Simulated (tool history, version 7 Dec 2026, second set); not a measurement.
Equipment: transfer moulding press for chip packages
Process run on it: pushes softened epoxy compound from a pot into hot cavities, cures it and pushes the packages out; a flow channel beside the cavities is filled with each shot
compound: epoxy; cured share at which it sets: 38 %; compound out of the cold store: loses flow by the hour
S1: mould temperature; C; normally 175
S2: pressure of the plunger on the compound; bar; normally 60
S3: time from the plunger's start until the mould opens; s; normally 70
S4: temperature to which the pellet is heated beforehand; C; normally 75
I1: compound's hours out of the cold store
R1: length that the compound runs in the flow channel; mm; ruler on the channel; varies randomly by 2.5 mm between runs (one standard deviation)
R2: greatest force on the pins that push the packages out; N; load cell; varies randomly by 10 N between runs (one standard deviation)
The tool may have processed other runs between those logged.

run,hour,S1,S2,S3,S4,I1,R1,R2
1,0,175,60,70,75,39.7,812,696
2,21.7,175,60,70,75,20,887,789
3,40.1,175,60,70,75,23.5,866,833
# hour 47.7: cavities cleaned with cleaning compound and waxed
4,69.7,175,60,70,75,27.5,856,616
5,88.8,175,60,82,75,41.1,810,454
6,101.7,175,53.5,76,68,40.4,762,583
7,118.8,175,53.5,52,68,38,772,1601
# hour 139.3: plunger's sealing rings changed
# hour 145.9: cavities cleaned with cleaning compound and waxed
8,145.9,167,49.2,65,78,15.1,868,929
9,167.6,170,60,70,75,10.6,971,926
10,191.5,170,60,109,75,22,919,388

Alternative continuations, all from the tool just after run 10; predict every row:
A,215.1,170,73,109,75,32.3,?,?
B,215.1,170,60,94,83,45.1,?,?
C,215.1,175,50.6,77,75,35,?,?
D,215.1,170,60,51,75,25.5,?,?

run,R1,R2
A,974,412
B,833,476
C,789,605
D,903,1927
Had the tool no hidden state, the same runs would have come out as:
run,R1,R2
A,981,244
B,839,281
C,794,358
D,909,1147
